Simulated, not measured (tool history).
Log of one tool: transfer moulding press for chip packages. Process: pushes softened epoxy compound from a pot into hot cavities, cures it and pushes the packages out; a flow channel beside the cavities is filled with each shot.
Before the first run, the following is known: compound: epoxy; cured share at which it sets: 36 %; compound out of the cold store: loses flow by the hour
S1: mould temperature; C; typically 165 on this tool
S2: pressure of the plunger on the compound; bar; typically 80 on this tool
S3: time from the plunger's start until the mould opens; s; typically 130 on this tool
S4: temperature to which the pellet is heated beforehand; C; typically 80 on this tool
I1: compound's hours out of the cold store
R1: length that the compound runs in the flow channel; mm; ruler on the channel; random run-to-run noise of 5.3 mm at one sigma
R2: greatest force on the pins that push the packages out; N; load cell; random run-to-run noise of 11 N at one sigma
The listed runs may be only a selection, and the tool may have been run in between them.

run,day,S1,S2,S3,S4,I1,R1,R2
1,0,165,80,130,80,47.1,539,761
2,0.721,165,80,121,80,15.3,639,958
3,1.738,165,80,130,80,8.2,668,836
# day 2.612: cavities cleaned with cleaning compound and waxed
4,3.217,169,80,130,80,28.2,580,516
5,4.512,165,80,130,80,30.1,584,716
6,5.629,165,80,130,75,28.3,591,789
7,6.942,165,80,130,75,23.3,598,850
8,8.008,165,80,130,75,8.8,657,855
# day 9.129: cavities cleaned with cleaning compound and waxed
9,9.242,165,74.9,130,80,30.8,547,561
10,10.362,165,89.9,130,80,27.5,627,655
11,11.517,171,89.9,130,80,8.7,670,630
12,12.75,171,89.9,130,80,40.9,565,648
13,13.533,165,80,130,80,27.8,575,759
14,14.812,165,80,130,80,35.7,567,792
# day 15.638: cavities cleaned with cleaning compound and waxed
15,15.708,165,80,130,80,32.1,568,529
16,16.658,157,60.8,130,80,14.4,563,1225
# day 17.717: plunger's sealing rings changed
17,18.038,172,80,130,80,17.4,629,611
18,19.017,172,80.8,128,77,46.5,532,617
19,20.138,160,60.1,170,77,27.5,539,729
20,21.333,165,81.9,155,80,40.7,561,681
# day 22.208: cavities cleaned with cleaning compound and waxed
21,22.517,165,81.9,155,80,45.9,548,492
22,23.596,165,80,111,80,47.9,536,797
23,24.204,165,80,111,80,36,565,920
24,25.267,165,80,111,80,45.7,543,917
25,25.917,163,96,140,79,16.4,694,789
26,27.1,172,80.2,153,81,32,567,637
# day 27.271: mould's thermocouples calibrated
27,28.108,172,80.2,153,81,21.4,599,644
# day 28.721: cavities cleaned with cleaning compound and waxed
28,29.117,163,82.6,164,75,20.1,634,516
29,30.108,169,80,130,80,11.6,648,596
30,31.417,165,80,142,80,28.2,581,685

3 options for the next run, each taken on its own from the tool as it stands now. Forecast them:
A,32.788,170,60.4,142,74,11.4,?,?
B,32.788,169,80,142,80,23,?,?
C,32.788,160,78,142,80,15,?,?

run,R1,R2
A,544,688
B,595,639
C,640,1007
Without the tool's hidden state the same runs would have given:
run,R1,R2
A,563,462
B,616,429
C,663,682
